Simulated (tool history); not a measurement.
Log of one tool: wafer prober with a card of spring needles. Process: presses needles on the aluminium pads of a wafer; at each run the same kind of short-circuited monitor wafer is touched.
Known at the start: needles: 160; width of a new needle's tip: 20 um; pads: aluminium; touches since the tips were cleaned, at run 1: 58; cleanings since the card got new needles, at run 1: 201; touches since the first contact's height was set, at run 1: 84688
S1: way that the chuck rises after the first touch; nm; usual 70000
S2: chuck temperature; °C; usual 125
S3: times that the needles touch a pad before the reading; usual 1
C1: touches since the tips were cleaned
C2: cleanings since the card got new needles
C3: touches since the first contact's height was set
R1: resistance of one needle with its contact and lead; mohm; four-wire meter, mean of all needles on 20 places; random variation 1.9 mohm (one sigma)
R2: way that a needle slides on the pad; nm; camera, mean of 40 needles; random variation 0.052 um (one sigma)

run	hour	S1	S2	S3	C1	C2	C3	R1	R2
1	0	70000	125	1	58	201	84688	216	15360
# hour 10.6: tips cleaned on abrasive film
# hour 23.8: tips cleaned on abrasive film
2	33.7	70000	125	1	1883	203	91023	329	14920
# hour 36.5: tips cleaned on abrasive film
# hour 47: tips cleaned on abrasive film
# hour 50: height of the first contact set anew
# hour 57.9: tips cleaned on abrasive film
3	64.9	57000	125	1	1321	206	2807	329	12870
# hour 70.3: tips cleaned on abrasive film
# hour 80.9: tips cleaned on abrasive film
# hour 94.1: tips cleaned on abrasive film
# hour 104.6: tips cleaned on abrasive film
# hour 117.8: tips cleaned on abrasive film
4	117.9	57000	122	1	21	211	12728	234	12800
# hour 128.5: tips cleaned on abrasive film
# hour 141.7: tips cleaned on abrasive film
# hour 152.3: tips cleaned on abrasive film
5	161.3	80000	125	1	1695	214	20854	269	18010
# hour 164: tips cleaned on abrasive film
# hour 177.2: tips cleaned on abrasive film
# hour 190.4: tips cleaned on abrasive film
# hour 203: tips cleaned on abrasive film
6	203	70000	125	1	0	218	28668	207	15620
# hour 216.2: tips cleaned on abrasive film
# hour 226.8: tips cleaned on abrasive film
# hour 240: tips cleaned on abrasive film
# hour 253.2: tips cleaned on abrasive film
7	256.2	70000	125	1	556	222	38627	242	15550
# hour 264.2: tips cleaned on abrasive film
# hour 274.7: tips cleaned on abrasive film
# hour 285.3: tips cleaned on abrasive film
# hour 298.5: tips cleaned on abrasive film
# hour 311.7: tips cleaned on abrasive film
8	319.7	70000	125	2	1504	227	50529	258	15350
# hour 322.3: tips cleaned on abrasive film
# hour 332.9: tips cleaned on abrasive film
# hour 346.1: tips cleaned on abrasive film
# hour 354.1: tips cleaned on abrasive film, once more
# hour 364.7: tips cleaned on abrasive film
# hour 375.3: tips cleaned on abrasive film
9	380.7	70000	125	2	1036	233	61947	253	15390
# hour 386.1: tips cleaned on abrasive film
# hour 396.7: tips cleaned on abrasive film
# hour 409.9: tips cleaned on abrasive film
# hour 420.5: tips cleaned on abrasive film
10	420.9	58000	125	1	84	237	69457	239	12590
# hour 431.5: tips cleaned on abrasive film
# hour 442.1: tips cleaned on abrasive film
# hour 455.3: tips cleaned on abrasive film
11	457.2	70000	125	1	356	240	76248	234	15220
# hour 467.7: tips cleaned on abrasive film
# hour 478.3: tips cleaned on abrasive film
# hour 488.9: tips cleaned on abrasive film
12	489	74000	125	1	16	243	82203	208	16150
# hour 499.6: tips cleaned on abrasive film
# hour 510.2: tips cleaned on abrasive film
13	518.1	74000	125	1	1499	245	87671	286	16100
# hour 520.9: tips cleaned on abrasive film
# hour 534.1: tips cleaned on abrasive film
# hour 547.3: tips cleaned on abrasive film
# hour 552.8: height of the first contact set anew
# hour 560.8: tips cleaned on abrasive film
# hour 574: tips cleaned on abrasive film
14	581.3	56000	93	2	1384	250	5344	296	12650
# hour 586.7: tips cleaned on abrasive film
# hour 597.2: tips cleaned on abrasive film
# hour 610.4: tips cleaned on abrasive film
# hour 621: tips cleaned on abrasive film
15	625.5	56000	104	2	837	254	13605	263	12530
# hour 633.4: tips cleaned on abrasive film
# hour 644: tips cleaned on abrasive film
# hour 657.2: tips cleaned on abrasive film
# hour 667.8: tips cleaned on abrasive film
# hour 679.5: tips cleaned on abrasive film
16	679.5	56000	104	2	0	259	23726	220	12430
# hour 692.7: tips cleaned on abrasive film
# hour 705.9: tips cleaned on abrasive film
# hour 719.1: tips cleaned on abrasive film
17	726	55000	72	1	1292	262	32441	350	12230
# hour 731.3: tips cleaned on abrasive film
# hour 741.9: tips cleaned on abrasive film
# hour 755.1: tips cleaned on abrasive film
# hour 768.3: tips cleaned on abrasive film
# hour 781.5: tips cleaned on abrasive film
18	789.8	69000	72	2	1568	267	44403	263	15340
# hour 792.5: tips cleaned on abrasive film
# hour 803.1: tips cleaned on abrasive film
# hour 816.3: tips cleaned on abrasive film
# hour 829.5: tips cleaned on abrasive film
# hour 842: tips cleaned on abrasive film
19	842	69000	72	2	0	272	54158	198	15220
# hour 855.2: tips cleaned on abrasive film
# hour 868.4: tips cleaned on abrasive film
# hour 881.6: tips cleaned on abrasive film
# hour 892.1: tips cleaned on abrasive film
20	897.8	57000	96	2	1065	276	64626	284	12550

Forecast run 21:
# hour 903.1: tips cleaned on abrasive film
# hour 913.7: tips cleaned on abrasive film
# hour 924.3: tips cleaned on abrasive film
# hour 937.5: tips cleaned on abrasive film
21	938.9	64000	125	1	257	280	72307	?	?

R1: 252 mohm
R2: 14000 nm
Without the tool's hidden state the same run would have given R1 199 mohm, R2 14480 nm.
